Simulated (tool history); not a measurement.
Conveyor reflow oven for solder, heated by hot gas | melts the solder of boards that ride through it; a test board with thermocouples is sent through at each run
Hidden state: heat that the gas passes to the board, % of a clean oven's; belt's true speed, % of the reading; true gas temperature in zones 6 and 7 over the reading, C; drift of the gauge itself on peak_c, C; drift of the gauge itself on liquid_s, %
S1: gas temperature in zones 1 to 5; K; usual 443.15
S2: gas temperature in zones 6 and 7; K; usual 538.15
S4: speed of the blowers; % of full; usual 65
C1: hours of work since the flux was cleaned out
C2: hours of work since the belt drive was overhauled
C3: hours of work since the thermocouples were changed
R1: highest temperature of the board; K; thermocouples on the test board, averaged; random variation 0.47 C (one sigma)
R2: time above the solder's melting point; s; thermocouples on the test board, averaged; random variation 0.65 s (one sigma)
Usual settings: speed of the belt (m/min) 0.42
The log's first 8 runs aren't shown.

run 9 hour=55.9 | S1=443.15 S2=538.15 speed_of_the_belt_(m/min)=0.42 S4=82 | C1=214 C2=143 C3=486 | R1=523.35 R2=71
run 10 hour=61.6 | S1=443.15 S2=538.15 speed_of_the_belt_(m/min)=0.42 S4=82 | C1=217 C2=146 C3=489 | R1=524.05 R2=72
run 11 hour=67.1 | S1=443.15 S2=538.15 speed_of_the_belt_(m/min)=0.42 S4=65 | C1=220 C2=149 C3=492 | R1=519.75 R2=67.6
run 12 hour=74.8 | S1=443.15 S2=538.15 speed_of_the_belt_(m/min)=0.42 S4=65 | C1=224 C2=153 C3=496 | R1=520.15 R2=66.6
run 13 hour=83.2 | S1=443.15 S2=542.15 speed_of_the_belt_(m/min)=0.42 S4=65 | C1=229 C2=158 C3=500 | R1=523.05 R2=70.6
run 14 hour=92.5 | S1=443.15 S2=542.15 speed_of_the_belt_(m/min)=0.42 S4=65 | C1=234 C2=163 C3=505 | R1=523.95 R2=71.3
run 15 hour=98.8 | S1=443.15 S2=550.15 speed_of_the_belt_(m/min)=0.42 S4=65 | C1=237 C2=166 C3=509 | R1=530.25 R2=77.3
run 16 hour=108.8 | S1=443.15 S2=550.15 speed_of_the_belt_(m/min)=0.42 S4=65 | C1=242 C2=171 C3=514 | R1=531.15 R2=78.5
run 17 hour=113.3 | S1=446.15 S2=544.15 speed_of_the_belt_(m/min)=0.401 S4=75 | C1=245 C2=174 C3=516 | R1=529.45 R2=81.4
run 18 hour=122.8 | S1=443.15 S2=535.15 speed_of_the_belt_(m/min)=0.469 S4=65 | C1=250 C2=179 C3=521 | R1=513.45 R2=50.9
run 19 hour=131.3 | S1=443.15 S2=535.15 speed_of_the_belt_(m/min)=0.469 S4=65 | C1=254 C2=183 C3=526 | R1=512.65 R2=51.7
run 20 hour=138.6 | S1=443.15 S2=535.15 speed_of_the_belt_(m/min)=0.386 S4=65 | C1=258 C2=187 C3=530 | R1=520.85 R2=75.4
run 21 hour=143 | S1=442.15 S2=535.15 speed_of_the_belt_(m/min)=0.386 S4=76 | C1=261 C2=190 C3=532 | R1=522.45 R2=79.2
run 22 hour=148.9 | S1=442.15 S2=535.15 speed_of_the_belt_(m/min)=0.386 S4=76 | C1=264 C2=193 C3=535 | R1=521.85 R2=76.4
run 23 hour=154.8 | S1=442.15 S2=535.15 speed_of_the_belt_(m/min)=0.386 S4=76 | C1=267 C2=196 C3=538 | R1=523.25 R2=75.9
run 24 hour=162.8 | S1=430.15 S2=535.15 speed_of_the_belt_(m/min)=0.386 S4=69 | C1=271 C2=200 C3=543 | R1=519.15 R2=67.2
run 25 hour=172.1 | S1=430.15 S2=535.15 speed_of_the_belt_(m/min)=0.386 S4=69 | C1=276 C2=205 C3=548 | R1=518.75 R2=67.4
run 26 hour=178.9 | S1=443.15 S2=538.15 speed_of_the_belt_(m/min)=0.443 S4=65 | C1=280 C2=209 C3=551 | R1=518.25 R2=60.7
run 27 hour=185 | S1=443.15 S2=543.15 speed_of_the_belt_(m/min)=0.392 S4=65 | C1=283 C2=212 C3=554 | R1=527.05 R2=79.3
run 28 hour=193.3 | S1=443.15 S2=543.15 speed_of_the_belt_(m/min)=0.353 S4=65 | C1=287 C2=216 C3=559 | R1=529.25 R2=92.8
run 29 hour=200.3 | S1=443.15 S2=543.15 speed_of_the_belt_(m/min)=0.353 S4=65 | C1=291 C2=220 C3=563 | R1=530.15 R2=93.7
run 30 hour=209.5 | S1=443.15 S2=543.15 speed_of_the_belt_(m/min)=0.353 S4=65 | C1=296 C2=225 C3=567 | R1=530.35 R2=93.1
run 31 hour=219.4 | S1=439.15 S2=538.15 speed_of_the_belt_(m/min)=0.384 S4=65 | C1=301 C2=230 C3=573 | R1=522.15 R2=76.4
run 32 hour=227.4 | S1=443.15 S2=538.15 speed_of_the_belt_(m/min)=0.42 S4=75 | C1=305 C2=234 C3=577 | R1=522.75 R2=69.2

Forecast each of these 3 alternatives for the next run:
run A hour=233.8 | S1=443.15 S2=539.15 speed_of_the_belt_(m/min)=0.42 S4=75 | C1=309 C2=238 C3=580 | R1=? R2=?
run B hour=233.8 | S1=429.15 S2=537.15 speed_of_the_belt_(m/min)=0.42 S4=62 | C1=309 C2=238 C3=580 | R1=? R2=?
run C hour=233.8 | S1=443.15 S2=544.15 speed_of_the_belt_(m/min)=0.42 S4=65 | C1=309 C2=238 C3=580 | R1=? R2=?

run=A R1=522.75 R2=70.2
run=B R1=515.55 R2=54
run=C R1=525.45 R2=72.4
Without the tool's hidden state the same runs would have given:
run=A R1=524.85 R2=72.9
run=B R1=517.85 R2=57.6
run=C R1=527.55 R2=74.8
